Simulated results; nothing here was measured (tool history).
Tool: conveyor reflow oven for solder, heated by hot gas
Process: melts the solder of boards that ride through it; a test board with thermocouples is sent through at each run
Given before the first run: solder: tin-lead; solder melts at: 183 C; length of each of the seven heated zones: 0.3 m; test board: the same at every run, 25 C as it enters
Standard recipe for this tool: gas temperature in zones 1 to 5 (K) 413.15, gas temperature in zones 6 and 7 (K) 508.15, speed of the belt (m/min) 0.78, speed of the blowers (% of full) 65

run,hour,gas temperature in zones 1 to 5 (K),gas temperature in zones 6 and 7 (K),speed of the belt (m/min),speed of the blowers (% of full),highest temperature of the board (K),time above the solder's melting point (s)
1,0,413.15,508.15,0.78,65,480.55,28
2,43.6,413.15,508.15,0.837,65,477.25,23.4
3,91.4,413.15,508.15,0.837,65,476.95,23.4
4,129,413.15,508.15,0.837,65,476.55,22.8
5,177.3,413.15,508.15,0.837,65,476.05,22.4
# hour 187: belt drive overhauled, speed set with a stopwatch
# hour 220.5: flux residue cleaned out of gas plates and filters
6,225,413.15,508.15,0.837,65,473.25,20
7,274.3,413.15,508.15,0.78,65,476.05,23.9
8,339.4,424.15,508.15,0.78,65,478.45,28.5
9,385.2,401.15,508.15,0.78,65,470.85,17.5
10,421.5,401.15,508.15,0.78,65,470.75,16.8
# hour 461.8: flux residue cleaned out of gas plates and filters, once more
11,464.8,401.15,508.15,0.78,65,478.85,25
# hour 507: thermocouples of zones 6 and 7 changed
12,508.1,401.15,508.15,0.78,65,479.75,25.5
13,579.3,413.15,500.15,0.672,65,481.45,34.2
14,614.3,425.15,513.15,0.724,64,490.65,40.4
15,675.9,413.15,506.15,0.872,65,475.05,20.8
16,745.3,413.15,506.15,0.872,65,474.45,20.3
17,785.5,413.15,508.15,0.78,77,484.05,30.8
18,817.8,425.15,508.15,0.78,77,486.75,35.3
19,886.9,403.15,507.15,0.634,72,486.15,37.7
# hour 941.4: flux residue cleaned out of gas plates and filters
20,941.4,403.15,507.15,0.634,72,489.45,40.3
21,1005.4,403.15,507.15,0.634,72,488.65,39.6
22,1052.9,403.15,507.15,0.634,72,488.35,39.6

Per-run results on a tool with no hidden state, each run keeping its own random variation:
The hidden state here: heat that the gas passes to the board, % of a clean oven's; belt's true speed, % of the reading; true gas temperature in zones 6 and 7 over the reading, C; drift of the gauge itself on peak_c, C; drift of the gauge itself on liquid_s, %.
run,highest temperature of the board (K),time above the solder's melting point (s)
1,483.15,29.7
2,480.45,25.7
3,480.65,26
4,480.55,25.8
5,480.55,25.8
6,480.45,25.9
7,483.35,29.9
8,485.75,34.3
9,480.05,25.5
10,480.25,25.1
11,479.95,25.7
12,480.35,25.9
13,482.45,35
14,491.95,41.1
15,477.15,22.4
16,477.25,22.5
17,487.15,32.8
18,489.95,37.1
19,489.85,40.3
20,490.05,40.5
21,489.85,40.2
22,489.85,40.5

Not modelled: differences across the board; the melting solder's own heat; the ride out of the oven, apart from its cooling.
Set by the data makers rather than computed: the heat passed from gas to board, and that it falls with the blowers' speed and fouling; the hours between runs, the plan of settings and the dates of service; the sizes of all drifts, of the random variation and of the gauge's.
